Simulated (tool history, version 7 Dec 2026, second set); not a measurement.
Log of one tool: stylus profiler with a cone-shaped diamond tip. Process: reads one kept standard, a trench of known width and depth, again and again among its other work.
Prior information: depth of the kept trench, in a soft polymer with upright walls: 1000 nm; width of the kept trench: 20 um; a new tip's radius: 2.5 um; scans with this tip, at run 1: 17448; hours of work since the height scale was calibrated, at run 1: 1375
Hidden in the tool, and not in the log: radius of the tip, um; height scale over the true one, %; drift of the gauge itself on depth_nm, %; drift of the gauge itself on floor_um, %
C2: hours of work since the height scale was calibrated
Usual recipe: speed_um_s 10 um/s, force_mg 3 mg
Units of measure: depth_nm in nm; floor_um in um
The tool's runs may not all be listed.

{"run": 1, "hour": 0.0, "speed_um_s": 10, "force_mg": 3, "scans with this tip": 17448, "C2": 1375, "depth_nm": 1009.25, "floor_um": 13.72}
{"run": 2, "hour": 23.9, "speed_um_s": 10, "force_mg": 3, "scans with this tip": 17575, "C2": 1385, "depth_nm": 1009.2, "floor_um": 13.66}
{"run": 3, "hour": 40.1, "speed_um_s": 10, "force_mg": 3, "scans with this tip": 17662, "C2": 1392, "depth_nm": 1009.3, "floor_um": 13.7}
{"run": 4, "hour": 70.6, "speed_um_s": 10, "force_mg": 3, "scans with this tip": 17825, "C2": 1405, "depth_nm": 1009.16, "floor_um": 13.67}
{"run": 5, "hour": 87.8, "speed_um_s": 10, "force_mg": 3, "scans with this tip": 17917, "C2": 1412, "depth_nm": 1009.39, "floor_um": 13.58}
{"run": 6, "hour": 102.8, "speed_um_s": 10, "force_mg": 3, "scans with this tip": 17997, "C2": 1419, "depth_nm": 1009.18, "floor_um": 13.65}
{"run": 7, "hour": 123.8, "speed_um_s": 10, "force_mg": 3, "scans with this tip": 18109, "C2": 1428, "depth_nm": 1009.06, "floor_um": 13.57}
{"run": 8, "hour": 143.3, "speed_um_s": 10, "force_mg": 8.69, "scans with this tip": 18213, "C2": 1436, "depth_nm": 1016.92, "floor_um": 13.61}
{"run": 9, "hour": 159.6, "speed_um_s": 6, "force_mg": 3, "scans with this tip": 18300, "C2": 1443, "depth_nm": 1008.99, "floor_um": 13.67}
{"run": 10, "hour": 176.9, "speed_um_s": 6, "force_mg": 3, "scans with this tip": 18393, "C2": 1450, "depth_nm": 1009.76, "floor_um": 13.63}
{"run": 11, "hour": 197.8, "speed_um_s": 6, "force_mg": 3, "scans with this tip": 18505, "C2": 1459, "depth_nm": 1009.63, "floor_um": 13.59}
{"run": 12, "hour": 210.6, "speed_um_s": 10, "force_mg": 3, "scans with this tip": 18573, "C2": 1464, "depth_nm": 1009.44, "floor_um": 13.56}
{"run": 13, "hour": 237.6, "speed_um_s": 10, "force_mg": 3, "scans with this tip": 18717, "C2": 1476, "depth_nm": 1008.92, "floor_um": 13.53}
{"run": 14, "hour": 251.9, "speed_um_s": 10, "force_mg": 3, "scans with this tip": 18794, "C2": 1482, "depth_nm": 1009.18, "floor_um": 13.54}
{"run": 15, "hour": 272.8, "speed_um_s": 10, "force_mg": 3, "scans with this tip": 18905, "C2": 1490, "depth_nm": 1009.79, "floor_um": 13.56}
{"run": 16, "hour": 302.5, "speed_um_s": 10, "force_mg": 3, "scans with this tip": 19064, "C2": 1503, "depth_nm": 1009.21, "floor_um": 13.49}
{"run": 17, "hour": 318.3, "speed_um_s": 10, "force_mg": 3, "scans with this tip": 19148, "C2": 1509, "depth_nm": 1009.48, "floor_um": 13.51}
{"run": 18, "hour": 332.5, "speed_um_s": 10, "force_mg": 3, "scans with this tip": 19224, "C2": 1515, "depth_nm": 1009.55, "floor_um": 13.53}
{"run": 19, "hour": 350.4, "speed_um_s": 10, "force_mg": 1.73, "scans with this tip": 19320, "C2": 1523, "depth_nm": 1006.9, "floor_um": 13.49}
{"run": 20, "hour": 376.8, "speed_um_s": 10, "force_mg": 1.73, "scans with this tip": 19461, "C2": 1534, "depth_nm": 1007.53, "floor_um": 13.46}
{"run": 21, "hour": 407.5, "speed_um_s": 10, "force_mg": 3, "scans with this tip": 19625, "C2": 1547, "depth_nm": 1009.46, "floor_um": 13.44}
{"run": 22, "hour": 421.7, "speed_um_s": 10, "force_mg": 3, "scans with this tip": 19701, "C2": 1553, "depth_nm": 1009.45, "floor_um": 13.46}
{"run": 23, "hour": 450.5, "speed_um_s": 10, "force_mg": 3, "scans with this tip": 19855, "C2": 1565, "depth_nm": 1009.18, "floor_um": 13.42}
{"run": 24, "hour": 465.8, "speed_um_s": 16, "force_mg": 2.5, "scans with this tip": 19936, "C2": 1572, "depth_nm": 1008.95, "floor_um": 13.4}
{"run": 25, "hour": 492.4, "speed_um_s": 4, "force_mg": 2.26, "scans with this tip": 20079, "C2": 1583, "depth_nm": 1008.28, "floor_um": 13.37}
{"run": 26, "hour": 522.5, "speed_um_s": 2, "force_mg": 3, "scans with this tip": 20239, "C2": 1596, "depth_nm": 1009.73, "floor_um": 13.38}
{"run": 27, "hour": 539.2, "speed_um_s": 2, "force_mg": 3, "scans with this tip": 20329, "C2": 1603, "depth_nm": 1010.16, "floor_um": 13.38}
{"run": 28, "hour": 559.0, "speed_um_s": 4, "force_mg": 5.06, "scans with this tip": 20435, "C2": 1611, "depth_nm": 1012.42, "floor_um": 13.37}
{"run": 29, "hour": 579.4, "speed_um_s": 4, "force_mg": 5.06, "scans with this tip": 20543, "C2": 1619, "depth_nm": 1012.24, "floor_um": 13.34}
{"run": 30, "hour": 610.9, "speed_um_s": 4, "force_mg": 5.06, "scans with this tip": 20712, "C2": 1633, "depth_nm": 1012.94, "floor_um": 13.36}
{"run": 31, "hour": 626.7, "speed_um_s": 28, "force_mg": 5.17, "scans with this tip": 20796, "C2": 1639, "depth_nm": 1013.35, "floor_um": 13.31}
{"run": 32, "hour": 649.3, "speed_um_s": 33, "force_mg": 8.57, "scans with this tip": 20917, "C2": 1649, "depth_nm": 1016.6, "floor_um": 13.2}
{"run": 33, "hour": 675.8, "speed_um_s": 10, "force_mg": 4.45, "scans with this tip": 21059, "C2": 1660, "depth_nm": 1012.02, "floor_um": 13.32}
{"run": 34, "hour": 704.8, "speed_um_s": 10, "force_mg": 8.44, "scans with this tip": 21214, "C2": 1672, "depth_nm": 1016.75, "floor_um": 13.32}
{"hour": 716.1, "done": "new tip fitted, height scale calibrated"}
{"run": 35, "hour": 732.0, "speed_um_s": 5, "force_mg": 4.51, "scans with this tip": 85, "C2": 7, "depth_nm": 1009.78, "floor_um": 16.03}
{"run": 36, "hour": 763.0, "speed_um_s": 2, "force_mg": 7.07, "scans with this tip": 251, "C2": 20, "depth_nm": 1012.54, "floor_um": 16.02}
{"run": 37, "hour": 783.7, "speed_um_s": 2, "force_mg": 7.07, "scans with this tip": 362, "C2": 28, "depth_nm": 1012.5, "floor_um": 16.01}
{"run": 38, "hour": 812.1, "speed_um_s": 30, "force_mg": 2.63, "scans with this tip": 513, "C2": 40, "depth_nm": 1006.51, "floor_um": 15.88}
{"run": 39, "hour": 841.3, "speed_um_s": 3, "force_mg": 1.09, "scans with this tip": 669, "C2": 53, "depth_nm": 1003.71, "floor_um": 15.87}
{"run": 40, "hour": 855.2, "speed_um_s": 13, "force_mg": 3, "scans with this tip": 743, "C2": 59, "depth_nm": 1007.3, "floor_um": 15.85}
{"run": 41, "hour": 870.6, "speed_um_s": 15, "force_mg": 4.36, "scans with this tip": 826, "C2": 65, "depth_nm": 1009.28, "floor_um": 15.85}
{"run": 42, "hour": 891.2, "speed_um_s": 15, "force_mg": 4.36, "scans with this tip": 936, "C2": 74, "depth_nm": 1009.42, "floor_um": 15.83}
{"run": 43, "hour": 907.0, "speed_um_s": 15, "force_mg": 4.36, "scans with this tip": 1021, "C2": 80, "depth_nm": 1009.08, "floor_um": 15.83}
{"run": 44, "hour": 937.7, "speed_um_s": 10, "force_mg": 4.22, "scans with this tip": 1184, "C2": 93, "depth_nm": 1009.3, "floor_um": 15.8}
{"run": 45, "hour": 955.3, "speed_um_s": 27, "force_mg": 3, "scans with this tip": 1278, "C2": 101, "depth_nm": 1007.55, "floor_um": 15.79}
{"run": 46, "hour": 974.8, "speed_um_s": 27, "force_mg": 3, "scans with this tip": 1383, "C2": 109, "depth_nm": 1007.66, "floor_um": 15.75}

Branching from run 46: 4 alternative next runs. What would each branch give?
{"run": "A", "hour": 991.4, "speed_um_s": 27, "force_mg": 7.22, "scans with this tip": 1471, "C2": 116, "depth_nm": "?", "floor_um": "?"}
{"run": "B", "hour": 991.4, "speed_um_s": 36, "force_mg": 8.08, "scans with this tip": 1471, "C2": 116, "depth_nm": "?", "floor_um": "?"}
{"run": "C", "hour": 991.4, "speed_um_s": 17, "force_mg": 3.19, "scans with this tip": 1471, "C2": 116, "depth_nm": "?", "floor_um": "?"}
{"run": "D", "hour": 991.4, "speed_um_s": 21, "force_mg": 1.18, "scans with this tip": 1471, "C2": 116, "depth_nm": "?", "floor_um": "?"}

run=A depth_nm=1012.84 floor_um=15.7
run=B depth_nm=1014.18 floor_um=15.75
run=C depth_nm=1008.13 floor_um=15.7
run=D depth_nm=1004.1 floor_um=15.66
What these runs would have given with no unlogged condition in the tool:
run=A depth_nm=1012.51 floor_um=15.91
run=B depth_nm=1013.86 floor_um=15.96
run=C depth_nm=1007.81 floor_um=15.91
run=D depth_nm=1003.78 floor_um=15.88
